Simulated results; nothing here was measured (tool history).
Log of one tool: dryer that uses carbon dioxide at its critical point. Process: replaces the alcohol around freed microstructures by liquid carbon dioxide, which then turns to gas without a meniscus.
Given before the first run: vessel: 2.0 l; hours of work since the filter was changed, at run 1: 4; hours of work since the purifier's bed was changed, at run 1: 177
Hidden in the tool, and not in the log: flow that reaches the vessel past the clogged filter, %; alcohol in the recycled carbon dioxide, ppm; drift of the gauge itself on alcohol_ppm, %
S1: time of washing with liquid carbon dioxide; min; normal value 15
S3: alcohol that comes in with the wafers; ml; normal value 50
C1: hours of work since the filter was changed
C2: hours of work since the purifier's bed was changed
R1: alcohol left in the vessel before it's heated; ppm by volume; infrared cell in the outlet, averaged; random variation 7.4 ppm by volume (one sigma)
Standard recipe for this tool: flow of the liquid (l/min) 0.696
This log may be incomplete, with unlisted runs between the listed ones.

run 1 hour=0.0 | S1=15 flow_of_the_liquid_(l/min)=0.696 S3=50 | C1=4 C2=177 | R1=419
run 2 hour=41.7 | S1=15 flow_of_the_liquid_(l/min)=0.696 S3=50 | C1=20 C2=194 | R1=441
run 3 hour=62.6 | S1=15 flow_of_the_liquid_(l/min)=0.696 S3=50 | C1=29 C2=202 | R1=451
run 4 hour=82.3 | S1=15 flow_of_the_liquid_(l/min)=0.696 S3=45 | C1=36 C2=210 | R1=414
run 5 hour=110.6 | S1=15 flow_of_the_liquid_(l/min)=0.696 S3=45 | C1=47 C2=221 | R1=421
run 6 hour=145.4 | S1=13 flow_of_the_liquid_(l/min)=0.869 S3=95 | C1=61 C2=235 | R1=649
run 7 hour=173.4 | S1=11 flow_of_the_liquid_(l/min)=0.781 S3=28 | C1=72 C2=246 | R1=590
run 8 hour=202.6 | S1=15 flow_of_the_liquid_(l/min)=1.079 S3=50 | C1=84 C2=257 | R1=138
run 9 hour=238.7 | S1=12 flow_of_the_liquid_(l/min)=0.551 S3=95 | C1=98 C2=272 | R1=3677
run 10 hour=271.2 | S1=15 flow_of_the_liquid_(l/min)=0.501 S3=95 | C1=111 C2=284 | R1=2624

3 options for the next run, each taken on its own from the tool as it stands now. Forecast them:
run A hour=293.2 | S1=15 flow_of_the_liquid_(l/min)=0.696 S3=75 | C1=119 C2=293 | R1=?
run B hour=293.2 | S1=15 flow_of_the_liquid_(l/min)=0.883 S3=95 | C1=119 C2=293 | R1=?
run C hour=293.2 | S1=23 flow_of_the_liquid_(l/min)=0.867 S3=95 | C1=119 C2=293 | R1=?

run=A R1=790
run=B R1=400
run=C R1=120
Without the tool's hidden state the same runs would have given:
run=A R1=545
run=B R1=227
run=C R1=18
